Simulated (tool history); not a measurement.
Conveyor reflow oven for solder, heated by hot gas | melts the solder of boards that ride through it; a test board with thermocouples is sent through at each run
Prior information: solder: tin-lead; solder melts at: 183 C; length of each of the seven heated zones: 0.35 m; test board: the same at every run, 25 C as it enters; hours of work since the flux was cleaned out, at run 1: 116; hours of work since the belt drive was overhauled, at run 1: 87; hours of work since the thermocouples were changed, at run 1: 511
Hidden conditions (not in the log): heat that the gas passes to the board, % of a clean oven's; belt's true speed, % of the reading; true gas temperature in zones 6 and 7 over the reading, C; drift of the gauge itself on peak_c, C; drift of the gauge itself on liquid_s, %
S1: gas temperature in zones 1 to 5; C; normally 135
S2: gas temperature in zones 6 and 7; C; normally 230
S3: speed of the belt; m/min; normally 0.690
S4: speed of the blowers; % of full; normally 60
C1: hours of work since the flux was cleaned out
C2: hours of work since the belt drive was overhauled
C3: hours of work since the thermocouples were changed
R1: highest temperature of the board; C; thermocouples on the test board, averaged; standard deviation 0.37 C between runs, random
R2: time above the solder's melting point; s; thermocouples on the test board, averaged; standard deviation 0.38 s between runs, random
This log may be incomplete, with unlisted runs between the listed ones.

run,hour,S1,S2,S3,S4,C1,C2,C3,R1,R2
1,0.0,135,230,0.690,60,116,87,511,207.5,36.6
2,25.9,135,230,0.690,60,133,105,529,207.3,36.3
3,36.7,135,230,0.690,60,141,112,536,207.1,36.7
4,53.9,124,230,0.690,60,153,124,548,204.1,30.4
5,67.2,124,230,0.690,60,162,133,557,205.0,29.9
6,83.8,135,230,0.690,60,173,144,569,206.0,35.8
7,101.7,135,230,0.690,60,186,157,581,207.0,35.2
8,112.8,135,230,0.690,60,193,164,589,207.3,35.5
9,134.4,135,230,0.690,60,208,179,603,206.7,35.7
10,154.6,135,230,0.690,60,222,193,617,205.9,35.7
11,165.2,135,223,0.690,60,229,201,625,200.6,29.7
12,179.3,135,223,0.690,60,239,210,634,200.4,29.3
13,194.4,135,223,0.690,60,250,221,645,200.3,29.8
14,207.6,135,223,0.690,60,259,230,654,199.7,29.3
15,224.0,135,223,0.690,60,270,241,665,200.6,29.1
16,246.6,149,227,0.590,74,286,257,681,213.0,55.4
17,261.1,128,238,0.628,60,296,267,691,214.2,44.2
18,286.5,141,238,0.725,63,313,284,708,212.0,40.0
19,300.1,141,238,0.787,63,322,294,718,208.9,32.8
20,314.0,141,238,0.787,63,332,303,727,208.1,33.0
# hour 320.2: belt drive overhauled, speed set with a stopwatch
21,337.6,135,241,0.805,59,346,12,741,206.6,29.0
22,348.5,145,240,0.787,85,353,20,748,215.6,40.0
23,368.5,145,240,0.774,62,367,33,762,210.8,37.6
24,381.7,145,240,0.774,62,376,42,771,211.1,37.3
25,401.8,145,243,0.682,73,390,56,785,221.5,49.5
26,427.3,121,239,0.690,69,407,74,803,210.1,35.7
# hour 451.2: flux residue cleaned out of gas plates and filters
27,454.6,121,239,0.690,69,2,89,818,213.9,39.3
# hour 460.2: belt drive overhauled, speed set with a stopwatch, once more
28,472.7,138,219,0.729,69,12,9,828,200.0,28.6
29,495.8,138,219,0.809,85,28,25,844,199.2,25.4

Branching from run 29: 4 alternative next runs. What would each branch give?
A,511.3,138,219,0.579,85,39,35,854,?,?
B,511.3,132,230,0.658,60,39,35,854,?,?
C,511.3,135,219,0.690,81,39,35,854,?,?
D,511.3,135,234,0.690,60,39,35,854,?,?

run,R1,R2
A,208.3,48.8
B,208.6,38.5
C,202.5,33.1
D,210.6,39.7
Without the tool's unlogged condition, the same runs would have read:
run,R1,R2
A,209.6,50.1
B,210.0,39.7
C,203.9,34.5
D,211.9,40.8
